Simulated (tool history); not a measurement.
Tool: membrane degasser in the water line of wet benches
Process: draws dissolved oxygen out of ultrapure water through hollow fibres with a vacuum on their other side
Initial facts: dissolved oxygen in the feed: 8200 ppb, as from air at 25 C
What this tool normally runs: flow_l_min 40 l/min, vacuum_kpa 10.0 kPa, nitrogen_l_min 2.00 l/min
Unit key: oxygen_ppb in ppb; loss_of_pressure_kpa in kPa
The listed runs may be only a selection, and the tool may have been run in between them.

{"run": 1, "hour": 0.0, "flow_l_min": 40, "vacuum_kpa": 10.0, "nitrogen_l_min": 2.0, "oxygen_ppb": 303.7, "loss_of_pressure_kpa": 37.55}
{"run": 2, "hour": 208.0, "flow_l_min": 40, "vacuum_kpa": 10.0, "nitrogen_l_min": 2.0, "oxygen_ppb": 304.2, "loss_of_pressure_kpa": 37.4}
{"run": 3, "hour": 391.8, "flow_l_min": 40, "vacuum_kpa": 10.0, "nitrogen_l_min": 2.0, "oxygen_ppb": 304.2, "loss_of_pressure_kpa": 37.88}
{"run": 4, "hour": 599.9, "flow_l_min": 40, "vacuum_kpa": 10.0, "nitrogen_l_min": 2.0, "oxygen_ppb": 303.1, "loss_of_pressure_kpa": 37.58}
{"run": 5, "hour": 802.1, "flow_l_min": 40, "vacuum_kpa": 10.0, "nitrogen_l_min": 2.0, "oxygen_ppb": 303.2, "loss_of_pressure_kpa": 37.76}
{"run": 6, "hour": 954.0, "flow_l_min": 35, "vacuum_kpa": 10.0, "nitrogen_l_min": 2.0, "oxygen_ppb": 270.2, "loss_of_pressure_kpa": 32.84}
{"run": 7, "hour": 1065.4, "flow_l_min": 35, "vacuum_kpa": 10.0, "nitrogen_l_min": 2.0, "oxygen_ppb": 269.0, "loss_of_pressure_kpa": 33.04}
{"run": 8, "hour": 1319.3, "flow_l_min": 40, "vacuum_kpa": 10.0, "nitrogen_l_min": 2.0, "oxygen_ppb": 305.5, "loss_of_pressure_kpa": 37.78}
{"run": 9, "hour": 1507.4, "flow_l_min": 40, "vacuum_kpa": 10.0, "nitrogen_l_min": 2.0, "oxygen_ppb": 308.3, "loss_of_pressure_kpa": 37.93}
{"run": 10, "hour": 1727.7, "flow_l_min": 31, "vacuum_kpa": 10.0, "nitrogen_l_min": 2.0, "oxygen_ppb": 242.6, "loss_of_pressure_kpa": 29.44}
{"run": 11, "hour": 1860.2, "flow_l_min": 51, "vacuum_kpa": 10.0, "nitrogen_l_min": 2.0, "oxygen_ppb": 395.0, "loss_of_pressure_kpa": 48.39}
{"run": 12, "hour": 2030.3, "flow_l_min": 40, "vacuum_kpa": 10.0, "nitrogen_l_min": 2.0, "oxygen_ppb": 309.6, "loss_of_pressure_kpa": 37.89}
{"run": 13, "hour": 2189.5, "flow_l_min": 40, "vacuum_kpa": 10.0, "nitrogen_l_min": 2.0, "oxygen_ppb": 308.5, "loss_of_pressure_kpa": 37.89}
{"run": 14, "hour": 2365.7, "flow_l_min": 40, "vacuum_kpa": 10.0, "nitrogen_l_min": 2.0, "oxygen_ppb": 310.1, "loss_of_pressure_kpa": 37.94}
{"run": 15, "hour": 2512.9, "flow_l_min": 40, "vacuum_kpa": 10.0, "nitrogen_l_min": 4.57, "oxygen_ppb": 152.7, "loss_of_pressure_kpa": 38.05}
{"hour": 2711.9, "done": "seals of the vacuum lines changed"}
{"run": 16, "hour": 2739.3, "flow_l_min": 40, "vacuum_kpa": 10.0, "nitrogen_l_min": 2.0, "oxygen_ppb": 308.2, "loss_of_pressure_kpa": 37.9}
{"run": 17, "hour": 2874.5, "flow_l_min": 40, "vacuum_kpa": 14.2, "nitrogen_l_min": 1.72, "oxygen_ppb": 544.8, "loss_of_pressure_kpa": 38.05}
{"run": 18, "hour": 3026.4, "flow_l_min": 34, "vacuum_kpa": 14.2, "nitrogen_l_min": 1.68, "oxygen_ppb": 478.3, "loss_of_pressure_kpa": 32.38}
{"run": 19, "hour": 3188.5, "flow_l_min": 61, "vacuum_kpa": 17.3, "nitrogen_l_min": 1.31, "oxygen_ppb": 1199.7, "loss_of_pressure_kpa": 58.11}
{"run": 20, "hour": 3310.6, "flow_l_min": 61, "vacuum_kpa": 17.3, "nitrogen_l_min": 1.31, "oxygen_ppb": 1201.4, "loss_of_pressure_kpa": 58.08}
{"run": 21, "hour": 3440.7, "flow_l_min": 28, "vacuum_kpa": 10.0, "nitrogen_l_min": 1.78, "oxygen_ppb": 246.3, "loss_of_pressure_kpa": 26.59}
{"run": 22, "hour": 3553.4, "flow_l_min": 40, "vacuum_kpa": 20.7, "nitrogen_l_min": 1.0, "oxygen_ppb": 1244.7, "loss_of_pressure_kpa": 38.1}
{"run": 23, "hour": 3802.0, "flow_l_min": 40, "vacuum_kpa": 20.7, "nitrogen_l_min": 1.0, "oxygen_ppb": 1251.1, "loss_of_pressure_kpa": 38.24}
{"run": 24, "hour": 4021.3, "flow_l_min": 32, "vacuum_kpa": 19.6, "nitrogen_l_min": 0.82, "oxygen_ppb": 1159.8, "loss_of_pressure_kpa": 30.57}
{"run": 25, "hour": 4198.3, "flow_l_min": 39, "vacuum_kpa": 19.6, "nitrogen_l_min": 4.34, "oxygen_ppb": 352.0, "loss_of_pressure_kpa": 37.24}
{"run": 26, "hour": 4388.5, "flow_l_min": 40, "vacuum_kpa": 6.3, "nitrogen_l_min": 1.39, "oxygen_ppb": 209.7, "loss_of_pressure_kpa": 38.29}
{"run": 27, "hour": 4595.1, "flow_l_min": 40, "vacuum_kpa": 6.3, "nitrogen_l_min": 1.39, "oxygen_ppb": 210.1, "loss_of_pressure_kpa": 38.29}
{"run": 28, "hour": 4749.0, "flow_l_min": 40, "vacuum_kpa": 22.0, "nitrogen_l_min": 1.04, "oxygen_ppb": 1289.3, "loss_of_pressure_kpa": 38.4}
{"run": 29, "hour": 4936.3, "flow_l_min": 47, "vacuum_kpa": 23.4, "nitrogen_l_min": 0.95, "oxygen_ppb": 1646.2, "loss_of_pressure_kpa": 45.19}
{"run": 30, "hour": 5138.1, "flow_l_min": 36, "vacuum_kpa": 23.4, "nitrogen_l_min": 0.97, "oxygen_ppb": 1332.5, "loss_of_pressure_kpa": 34.67}
{"run": 31, "hour": 5302.3, "flow_l_min": 40, "vacuum_kpa": 14.3, "nitrogen_l_min": 3.43, "oxygen_ppb": 310.6, "loss_of_pressure_kpa": 38.42}
{"run": 32, "hour": 5556.8, "flow_l_min": 26, "vacuum_kpa": 6.7, "nitrogen_l_min": 3.43, "oxygen_ppb": 69.7, "loss_of_pressure_kpa": 25.21}

Results per run with the tool's hidden condition removed, run-to-run variation unchanged:
Unlogged tool condition in this case: membrane still open, %; true pressure behind the membrane over the reading, kPa; air that leaks in behind the membrane, l/min; drift of the gauge itself on oxygen_ppb, %; drift of the gauge itself on loss_of_pressure_kpa, %.
run=1 oxygen_ppb=301.0 loss_of_pressure_kpa=35.92
run=2 oxygen_ppb=300.8 loss_of_pressure_kpa=35.73
run=3 oxygen_ppb=300.3 loss_of_pressure_kpa=36.18
run=4 oxygen_ppb=298.6 loss_of_pressure_kpa=35.85
run=5 oxygen_ppb=298.2 loss_of_pressure_kpa=35.99
run=6 oxygen_ppb=265.9 loss_of_pressure_kpa=31.26
run=7 oxygen_ppb=264.5 loss_of_pressure_kpa=31.45
run=8 oxygen_ppb=299.1 loss_of_pressure_kpa=35.91
run=9 oxygen_ppb=301.3 loss_of_pressure_kpa=36.02
run=10 oxygen_ppb=237.2 loss_of_pressure_kpa=27.94
run=11 oxygen_ppb=381.6 loss_of_pressure_kpa=45.88
run=12 oxygen_ppb=301.1 loss_of_pressure_kpa=35.89
run=13 oxygen_ppb=299.6 loss_of_pressure_kpa=35.87
run=14 oxygen_ppb=300.6 loss_of_pressure_kpa=35.89
run=15 oxygen_ppb=145.9 loss_of_pressure_kpa=35.97
run=16 oxygen_ppb=299.7 loss_of_pressure_kpa=35.78
run=17 oxygen_ppb=535.4 loss_of_pressure_kpa=35.90
run=18 oxygen_ppb=470.8 loss_of_pressure_kpa=30.53
run=19 oxygen_ppb=1175.0 loss_of_pressure_kpa=54.75
run=20 oxygen_ppb=1176.2 loss_of_pressure_kpa=54.69
run=21 oxygen_ppb=239.8 loss_of_pressure_kpa=25.02
run=22 oxygen_ppb=1231.1 loss_of_pressure_kpa=35.84
run=23 oxygen_ppb=1236.6 loss_of_pressure_kpa=35.93
run=24 oxygen_ppb=1146.1 loss_of_pressure_kpa=28.69
run=25 oxygen_ppb=343.9 loss_of_pressure_kpa=34.90
run=26 oxygen_ppb=193.2 loss_of_pressure_kpa=35.86
run=27 oxygen_ppb=193.0 loss_of_pressure_kpa=35.82
run=28 oxygen_ppb=1271.7 loss_of_pressure_kpa=35.90
run=29 oxygen_ppb=1624.4 loss_of_pressure_kpa=42.21
run=30 oxygen_ppb=1314.8 loss_of_pressure_kpa=32.35
run=31 oxygen_ppb=298.9 loss_of_pressure_kpa=35.82
run=32 oxygen_ppb=63.9 loss_of_pressure_kpa=23.49
